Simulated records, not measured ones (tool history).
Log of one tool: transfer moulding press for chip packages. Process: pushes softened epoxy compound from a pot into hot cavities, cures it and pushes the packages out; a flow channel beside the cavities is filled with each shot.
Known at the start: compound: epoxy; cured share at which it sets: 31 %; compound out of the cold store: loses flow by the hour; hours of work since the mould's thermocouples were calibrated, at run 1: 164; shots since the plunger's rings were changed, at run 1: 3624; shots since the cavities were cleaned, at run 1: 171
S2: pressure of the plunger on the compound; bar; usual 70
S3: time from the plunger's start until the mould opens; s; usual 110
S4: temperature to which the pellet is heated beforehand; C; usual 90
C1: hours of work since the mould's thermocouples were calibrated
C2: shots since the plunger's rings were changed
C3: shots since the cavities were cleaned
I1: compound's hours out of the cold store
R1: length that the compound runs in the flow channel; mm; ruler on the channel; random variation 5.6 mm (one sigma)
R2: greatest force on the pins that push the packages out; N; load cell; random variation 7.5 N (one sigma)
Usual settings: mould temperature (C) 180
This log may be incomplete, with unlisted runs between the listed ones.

Run 1, hour 0: usual settings; C1 164; C2 3624; C3 171; I1 14.6. Result: R1 948 mm, R2 401 N.
Run 2, hour 12.7: usual settings; C1 172; C2 3750; C3 297; I1 40.8. Result: R1 798 mm, R2 425 N.
Run 3, hour 23.1: usual settings; C1 177; C2 3853; C3 400; I1 34.7. Result: R1 825 mm, R2 459 N.
At hour 42.4: plunger's sealing rings changed.
Run 4, hour 49.3: usual settings but mould temperature (C) 175; C1 191; C2 68; C3 636; I1 13.1. Result: R1 1025 mm, R2 773 N.
Run 5, hour 71.6: usual settings but mould temperature (C) 175, S4 91 C; C1 203; C2 291; C3 859; I1 23.8. Result: R1 963 mm, R2 786 N.
At hour 80.5: cavities cleaned with cleaning compound and waxed.
Run 6, hour 88.1: usual settings but mould temperature (C) 175, S4 91 C; C1 212; C2 440; C3 75; I1 40.7. Result: R1 861 mm, R2 437 N.
Run 7, hour 106.7: usual settings but mould temperature (C) 175, S4 91 C; C1 222; C2 625; C3 260; I1 33.4. Result: R1 899 mm, R2 547 N.
Run 8, hour 117.7: usual settings but mould temperature (C) 175, S4 91 C; C1 229; C2 735; C3 370; I1 25.8. Result: R1 945 mm, R2 588 N.
Run 9, hour 131.4: usual settings but mould temperature (C) 175, S2 60.2 bar, S4 91 C; C1 236; C2 871; C3 506; I1 20.2. Result: R1 907 mm, R2 673 N.
Run 10, hour 154: usual settings but S2 68.4 bar, S3 134 s; C1 249; C2 1097; C3 732; I1 26.8. Result: R1 906 mm, R2 452 N.
Run 11, hour 165.7: usual settings but S2 71.1 bar, S3 136 s; C1 256; C2 1213; C3 848; I1 25.3. Result: R1 935 mm, R2 474 N.
At hour 175.7: cavities cleaned with cleaning compound and waxed.
Run 12, hour 187: usual settings but S2 57.7 bar; C1 267; C2 1410; C3 113; I1 39.9. Result: R1 757 mm, R2 355 N.
Run 13, hour 201.9: usual settings but mould temperature (C) 174, S2 53.9 bar, S3 133 s, S4 95 C; C1 275; C2 1558; C3 261; I1 13.6. Result: R1 890 mm, R2 429 N.
Run 14, hour 225.4: usual settings but mould temperature (C) 174, S2 53.9 bar, S3 133 s, S4 95 C; C1 288; C2 1792; C3 495; I1 15. Result: R1 876 mm, R2 508 N.
Run 15, hour 249: usual settings but mould temperature (C) 174, S2 57.1 bar; C1 302; C2 2027; C3 730; I1 24.9. Result: R1 845 mm, R2 815 N.
Run 16, hour 260.1: usual settings but S3 102 s, S4 85 C; C1 308; C2 2138; C3 841; I1 13. Result: R1 984 mm, R2 707 N.

Branching from run 16: 5 alternative next runs. What would each branch give?
At hour 270.9: cavities cleaned with cleaning compound and waxed.
Run A, hour 272.3: usual settings but S3 124 s, S4 85 C; C1 314; C2 2244; C3 14; I1 44.7. Result: R1 ?, R2 ?.
At hour 270.9: cavities cleaned with cleaning compound and waxed.
Run B, hour 272.3: usual settings but mould temperature (C) 177, S2 64.4 bar; C1 314; C2 2244; C3 14; I1 22.2. Result: R1 ?, R2 ?.
At hour 270.9: cavities cleaned with cleaning compound and waxed.
Run C, hour 272.3: usual settings but mould temperature (C) 176; C1 314; C2 2244; C3 14; I1 16.1. Result: R1 ?, R2 ?.
At hour 270.9: cavities cleaned with cleaning compound and waxed.
Run D, hour 272.3: usual settings but mould temperature (C) 185; C1 314; C2 2244; C3 14; I1 29. Result: R1 ?, R2 ?.
At hour 270.9: cavities cleaned with cleaning compound and waxed.
Run E, hour 272.3: usual settings but mould temperature (C) 181, S3 102 s, S4 85 C; C1 314; C2 2244; C3 14; I1 22.1. Result: R1 ?, R2 ?.

run   R1   R2
  A  808  262
  B  897  390
  C  972  430
  D  875  269
  E  920  345
Take away the tool's hidden state, keep each run's random variation, and the runs would have read:
run    R1   R2
  A   835  251
  B   926  366
  C  1004  402
  D   904  258
  E   950  325

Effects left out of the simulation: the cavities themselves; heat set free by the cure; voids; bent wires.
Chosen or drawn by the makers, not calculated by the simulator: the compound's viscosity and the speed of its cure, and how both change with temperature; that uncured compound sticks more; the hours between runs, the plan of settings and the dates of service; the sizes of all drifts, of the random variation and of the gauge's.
